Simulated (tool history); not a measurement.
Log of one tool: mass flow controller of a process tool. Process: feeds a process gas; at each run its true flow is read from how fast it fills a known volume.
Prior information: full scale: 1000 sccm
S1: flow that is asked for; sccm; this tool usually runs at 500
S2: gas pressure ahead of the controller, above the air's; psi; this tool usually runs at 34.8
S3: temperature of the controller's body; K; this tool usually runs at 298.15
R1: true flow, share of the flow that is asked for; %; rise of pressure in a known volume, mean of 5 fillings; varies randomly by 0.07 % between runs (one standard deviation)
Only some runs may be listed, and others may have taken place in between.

| run | day | S1 | S2 | S3 | R1 |
|---|---|---|---|---|---|
| 1 | 0 | 500 | 34.8 | 298.15 | 98.7 |
| 2 | 2.121 | 500 | 34.8 | 298.15 | 98.62 |
| 3 | 3.433 | 500 | 34.8 | 298.15 | 98.78 |
| 4 | 6.375 | 500 | 33.8 | 298.15 | 98.65 |
| 5 | 8.762 | 500 | 34.8 | 298.15 | 98.56 |
| 6 | 10.725 | 500 | 34.8 | 311.15 | 100.07 |
| 7 | 13.175 | 500 | 34.8 | 311.15 | 100.13 |
| 8 | 15.617 | 500 | 34.8 | 311.15 | 100.05 |
| 9 | 17.9 | 500 | 34.8 | 311.15 | 100.09 |
| 10 | 21.133 | 500 | 24.1 | 311.15 | 100.52 |
| 11 | 23.896 | 500 | 34.8 | 298.15 | 98.68 |
| 12 | 26.938 | 391 | 34.8 | 298.15 | 98.19 |
| 13 | 29.442 | 391 | 34.8 | 298.15 | 98.09 |
| 14 | 32.175 | 391 | 34.8 | 298.15 | 98.16 |
| 15 | 34.054 | 391 | 34.8 | 309.15 | 99.46 |
| 16 | 36.992 | 391 | 34.8 | 309.15 | 99.39 |
| 17 | 40.154 | 391 | 34.8 | 309.15 | 99.34 |
| 18 | 42.95 | 391 | 34.8 | 309.15 | 99.27 |
| 19 | 44.812 | 391 | 34.8 | 309.15 | 99.35 |
| 20 | 47.721 | 391 | 34.8 | 309.15 | 99.27 |
| 21 | 50.638 | 500 | 34.8 | 303.15 | 99.01 |
| 22 | 52.983 | 500 | 34.8 | 303.15 | 98.92 |
| 23 | 54.525 | 500 | 34.8 | 303.15 | 98.9 |
| 24 | 57.604 | 500 | 34.8 | 298.15 | 98.38 |
| 25 | 58.988 | 386 | 34.8 | 298.15 | 98.06 |
| 26 | 60.883 | 118 | 20.3 | 298.15 | 94.94 |
| 27 | 63.792 | 118 | 32.3 | 298.15 | 94.3 |
| 28 | 66.012 | 118 | 32.3 | 298.15 | 94.35 |
| 29 | 67.575 | 339 | 34.8 | 310.15 | 98.9 |
| 30 | 70.708 | 155 | 34.8 | 310.15 | 96.73 |
| 31 | 73.696 | 120 | 32.5 | 297.15 | 94.02 |
| 32 | 76.625 | 247 | 27.8 | 309.15 | 98.27 |
| 33 | 78.479 | 247 | 27.8 | 309.15 | 98.17 |
| 34 | 80.388 | 273 | 33.4 | 309.15 | 98.18 |
| 35 | 81.892 | 500 | 34.8 | 302.15 | 98.75 |
| 36 | 84.338 | 661 | 39.5 | 307.15 | 99.71 |
| 37 | 86.104 | 661 | 39.5 | 307.15 | 99.75 |
| 38 | 88.862 | 661 | 39.5 | 307.15 | 99.61 |
| 39 | 91.15 | 116 | 27.4 | 307.15 | 94.84 |
| 40 | 92.496 | 217 | 20.6 | 293.15 | 96.15 |
| 41 | 94.4 | 500 | 28.6 | 297.15 | 98.42 |
| 42 | 95.746 | 873 | 34.8 | 298.15 | 99.25 |
| 43 | 98.808 | 788 | 34.8 | 295.15 | 98.78 |
| 44 | 101.104 | 500 | 30 | 293.15 | 97.86 |
| 45 | 103.633 | 319 | 26 | 298.15 | 97.56 |
| 46 | 106.704 | 402 | 39.3 | 298.15 | 97.66 |
| 47 | 109.638 | 169 | 21.3 | 306.15 | 96.48 |
| 48 | 111.883 | 500 | 23.8 | 298.15 | 98.64 |
| 49 | 113.496 | 500 | 23.8 | 298.15 | 98.54 |

Consider 3 possible next runs. They are alternatives, not a sequence: every one starts from the tool as it was left by run 49. What does each give?
| A | 115.567 | 253 | 20.7 | 297.15 | ? |
| B | 115.567 | 158 | 33.5 | 295.15 | ? |
| C | 115.567 | 118 | 23.8 | 297.15 | ? |

| run | R1 |
|---|---|
| A | 96.86 |
| B | 94.37 |
| C | 93.25 |
Without the tool's hidden state the same runs would have given:
| run | R1 |
|---|---|
| A | 99.21 |
| B | 98.42 |
| C | 98.84 |
